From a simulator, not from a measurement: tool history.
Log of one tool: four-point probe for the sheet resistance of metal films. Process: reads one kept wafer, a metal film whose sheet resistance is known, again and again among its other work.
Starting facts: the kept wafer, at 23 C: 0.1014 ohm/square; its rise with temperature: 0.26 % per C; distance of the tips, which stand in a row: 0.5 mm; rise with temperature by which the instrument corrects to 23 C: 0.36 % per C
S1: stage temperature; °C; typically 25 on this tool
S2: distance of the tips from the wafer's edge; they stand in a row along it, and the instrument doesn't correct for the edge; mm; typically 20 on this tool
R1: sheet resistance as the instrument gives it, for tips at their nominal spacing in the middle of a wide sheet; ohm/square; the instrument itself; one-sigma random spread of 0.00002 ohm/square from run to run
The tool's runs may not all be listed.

{"run": 1, "hour": 0.0, "S1": 25, "S2": 20, "R1": 0.100886}
{"run": 2, "hour": 71.7, "S1": 25, "S2": 20, "R1": 0.100915}
{"run": 3, "hour": 140.4, "S1": 25, "S2": 20, "R1": 0.100876}
{"run": 4, "hour": 189.6, "S1": 25, "S2": 4, "R1": 0.101675}
{"run": 5, "hour": 278.7, "S1": 25, "S2": 4, "R1": 0.101668}
{"hour": 330.8, "done": "stage's thermometer calibrated"}
{"run": 6, "hour": 337.8, "S1": 21, "S2": 20, "R1": 0.101325}
{"run": 7, "hour": 384.1, "S1": 25, "S2": 7, "R1": 0.101131}
{"run": 8, "hour": 436.1, "S1": 30, "S2": 7, "R1": 0.100626}
{"run": 9, "hour": 518.4, "S1": 21, "S2": 4, "R1": 0.102114}
{"run": 10, "hour": 599.8, "S1": 21, "S2": 4, "R1": 0.102137}
{"run": 11, "hour": 662.2, "S1": 21, "S2": 4, "R1": 0.102098}
{"run": 12, "hour": 728.8, "S1": 21, "S2": 4, "R1": 0.102054}
{"run": 13, "hour": 767.7, "S1": 21, "S2": 4, "R1": 0.102054}

Below are 5 alternative next runs, each starting from the tool's condition after run 13. Predict each:
{"run": "A", "hour": 844.5, "S1": 20, "S2": 28, "R1": "?"}
{"run": "B", "hour": 844.5, "S1": 22, "S2": 43, "R1": "?"}
{"run": "C", "hour": 844.5, "S1": 28, "S2": 4, "R1": "?"}
{"run": "D", "hour": 844.5, "S1": 21, "S2": 18, "R1": "?"}
{"run": "E", "hour": 844.5, "S1": 31, "S2": 6, "R1": "?"}

run=A R1=0.101330
run=B R1=0.101124
run=C R1=0.101351
run=D R1=0.101286
run=E R1=0.100602
Take away the tool's hidden state, keep each run's random variation, and the runs would have read:
run=A R1=0.101712
run=B R1=0.101506
run=C R1=0.101733
run=D R1=0.101668
run=E R1=0.100982

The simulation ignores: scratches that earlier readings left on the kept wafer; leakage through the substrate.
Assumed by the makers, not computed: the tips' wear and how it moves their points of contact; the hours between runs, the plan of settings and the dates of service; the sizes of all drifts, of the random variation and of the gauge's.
